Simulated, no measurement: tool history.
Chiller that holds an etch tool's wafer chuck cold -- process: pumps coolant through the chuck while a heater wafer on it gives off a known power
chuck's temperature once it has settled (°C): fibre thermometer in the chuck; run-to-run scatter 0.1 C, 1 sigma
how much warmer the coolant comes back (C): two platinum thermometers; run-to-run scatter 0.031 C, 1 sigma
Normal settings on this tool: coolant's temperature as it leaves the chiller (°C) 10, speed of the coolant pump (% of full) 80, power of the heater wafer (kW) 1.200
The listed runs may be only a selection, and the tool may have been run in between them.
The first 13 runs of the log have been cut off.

run	hour	coolant's temperature as it leaves the chiller (°C)	speed of the coolant pump (% of full)	power of the heater wafer (kW)	chuck's temperature once it has settled (°C)	how much warmer the coolant comes back (C)
14	412.8	1	80	1.200	14.0	2.86
15	445.0	1	80	1.200	14.1	2.82
16	479.2	10	88	1.200	21.9	2.60
17	519.4	2	96	0.602	7.7	1.15
18	559.6	2	96	1.003	11.0	1.97
19	598.8	6	96	1.003	15.3	2.00
20	629.9	6	69	1.161	20.7	3.27
21	661.5	6	72	1.046	18.7	2.80
22	681.8	6	72	1.046	18.8	2.79
23	716.6	15	85	0.720	22.6	1.64
24	737.4	5	85	1.118	16.2	2.46
25	761.7	4	74	1.118	17.2	2.94
26	785.3	4	74	1.118	17.1	2.93
27	816.3	4	74	1.118	17.0	2.89
28	855.3	18	62	1.200	34.8	3.78
29	901.0	18	76	1.726	37.6	4.33
30	920.6	5	80	0.750	13.1	1.75
31	954.8	10	80	1.476	25.9	3.50

3 ways to go on from here, each from the tool as it stands after run 31. What would each give?
A	993.1	16	98	1.476	?	?
B	993.1	10	95	1.200	?	?
C	993.1	18	66	0.648	?	?

run	chuck's temperature once it has settled (°C)	how much warmer the coolant comes back (C)
A	29.3	2.77
B	21.0	2.43
C	26.6	1.89
Stripped of hidden state, with their random variation kept, the same runs would have yielded:
run	chuck's temperature once it has settled (°C)	how much warmer the coolant comes back (C)
A	29.3	2.77
B	21.0	2.43
C	26.6	1.89
